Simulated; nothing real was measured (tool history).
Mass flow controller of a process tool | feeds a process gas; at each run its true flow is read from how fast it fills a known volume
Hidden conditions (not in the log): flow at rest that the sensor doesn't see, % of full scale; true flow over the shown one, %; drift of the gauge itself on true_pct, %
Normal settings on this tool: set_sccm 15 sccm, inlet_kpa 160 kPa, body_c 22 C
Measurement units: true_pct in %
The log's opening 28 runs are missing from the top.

| run | hour | set_sccm | inlet_kpa | body_c | hours of work since the controller was set to zero | hours of work since the controller was changed | true_pct |
|---|---|---|---|---|---|---|---|
| 29 | 5502.0 | 34 | 160 | 26 | 2977 | 2977 | 100.60 |
| 30 | 5758.6 | 8 | 223 | 38 | 3061 | 3061 | 99.36 |
| 31 | 6021.5 | 8 | 206 | 23 | 3147 | 3147 | 98.64 |
| 32 | 6247.3 | 8 | 206 | 23 | 3222 | 3222 | 98.76 |
| 33 | 6426.7 | 8 | 153 | 34 | 3280 | 3280 | 99.88 |
| 34 | 6563.4 | 8 | 153 | 34 | 3325 | 3325 | 99.86 |
| 35 | 6759.8 | 8 | 153 | 34 | 3390 | 3390 | 99.93 |
| 36 | 6878.5 | 8 | 153 | 34 | 3429 | 3429 | 99.81 |
|  | 6972.4 | gauge calibrated |
| 37 | 7005.3 | 8 | 153 | 34 | 3471 | 3471 | 98.45 |
| 38 | 7212.0 | 11 | 236 | 30 | 3538 | 3538 | 97.87 |
| 39 | 7469.9 | 18 | 160 | 22 | 3623 | 3623 | 98.31 |
| 40 | 7643.9 | 18 | 160 | 22 | 3680 | 3680 | 98.37 |
| 41 | 7933.7 | 6 | 160 | 31 | 3776 | 3776 | 98.39 |
| 42 | 8095.0 | 5 | 272 | 22 | 3829 | 3829 | 97.01 |
| 43 | 8342.3 | 5 | 272 | 22 | 3910 | 3910 | 97.01 |

Predict each of these 5 candidate next runs independently; none follows another, all start after run 43:
| A | 8553.0 | 13 | 160 | 30 | 3979 | 3979 | ? |
| B | 8553.0 | 6 | 160 | 22 | 3979 | 3979 | ? |
| C | 8553.0 | 39 | 263 | 21 | 3979 | 3979 | ? |
| D | 8553.0 | 5 | 272 | 28 | 3979 | 3979 | ? |
| E | 8553.0 | 17 | 149 | 25 | 3979 | 3979 | ? |

| run | true_pct |
|---|---|
| A | 98.76 |
| B | 97.74 |
| C | 99.00 |
| D | 97.35 |
| E | 98.79 |
Had the tool no hidden state, the same runs would have come out as:
| run | true_pct |
|---|---|
| A | 98.43 |
| B | 97.44 |
| C | 98.66 |
| D | 97.06 |
| E | 98.46 |
